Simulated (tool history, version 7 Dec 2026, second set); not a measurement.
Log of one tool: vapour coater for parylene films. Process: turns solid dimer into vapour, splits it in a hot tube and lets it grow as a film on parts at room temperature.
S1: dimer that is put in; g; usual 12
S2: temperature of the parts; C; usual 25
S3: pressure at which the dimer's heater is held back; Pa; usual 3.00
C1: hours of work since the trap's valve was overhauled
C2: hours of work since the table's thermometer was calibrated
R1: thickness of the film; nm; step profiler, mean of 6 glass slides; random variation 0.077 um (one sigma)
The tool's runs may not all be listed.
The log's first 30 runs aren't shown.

| run | hour | S1 | S2 | S3 | C1 | C2 | R1 |
|---|---|---|---|---|---|---|---|
| 31 | 548.6 | 8 | 25 | 5.50 | 264 | 566 | 5570 |
| 32 | 571.0 | 14 | 22 | 9.95 | 280 | 581 | 10160 |
| 33 | 583.5 | 14 | 22 | 9.95 | 288 | 590 | 10040 |
| 34 | 596.6 | 12 | 31 | 8.69 | 297 | 599 | 6780 |
| 35 | 617.0 | 12 | 31 | 8.69 | 311 | 613 | 6770 |
| 36 | 636.6 | 17 | 17 | 4.08 | 325 | 627 | 14560 |
|  | 650.6 | trap's valve overhauled |
| 37 | 651.1 | 16 | 17 | 2.05 | 0 | 634 | 15800 |
| 38 | 672.3 | 12 | 29 | 4.19 | 15 | 648 | 8110 |
| 39 | 692.1 | 15 | 36 | 5.66 | 29 | 662 | 8140 |
| 40 | 715.5 | 15 | 36 | 5.66 | 45 | 678 | 8130 |
| 41 | 726.1 | 15 | 36 | 5.66 | 52 | 686 | 8100 |
| 42 | 745.8 | 15 | 24 | 5.66 | 66 | 699 | 11410 |
| 43 | 769.6 | 12 | 24 | 5.66 | 82 | 716 | 8970 |
| 44 | 780.1 | 12 | 24 | 5.66 | 89 | 723 | 8980 |
| 45 | 792.0 | 12 | 21 | 10.24 | 98 | 731 | 9340 |
| 46 | 809.3 | 11 | 21 | 10.24 | 110 | 743 | 8520 |
| 47 | 821.2 | 12 | 25 | 3.00 | 118 | 751 | 9110 |

3 ways to go on from here, each from the tool as it stands after run 47. What would each give?
| A | 834.4 | 12 | 19 | 3.00 | 127 | 760 | ? |
| B | 834.4 | 21 | 17 | 6.53 | 127 | 760 | ? |
| C | 834.4 | 5 | 20 | 9.43 | 127 | 760 | ? |

| run | R1 |
|---|---|
| A | 10530 |
| B | 18680 |
| C | 3990 |
Without the tool's hidden state the same runs would have given:
| run | R1 |
|---|---|
| A | 10860 |
| B | 19270 |
| C | 4110 |
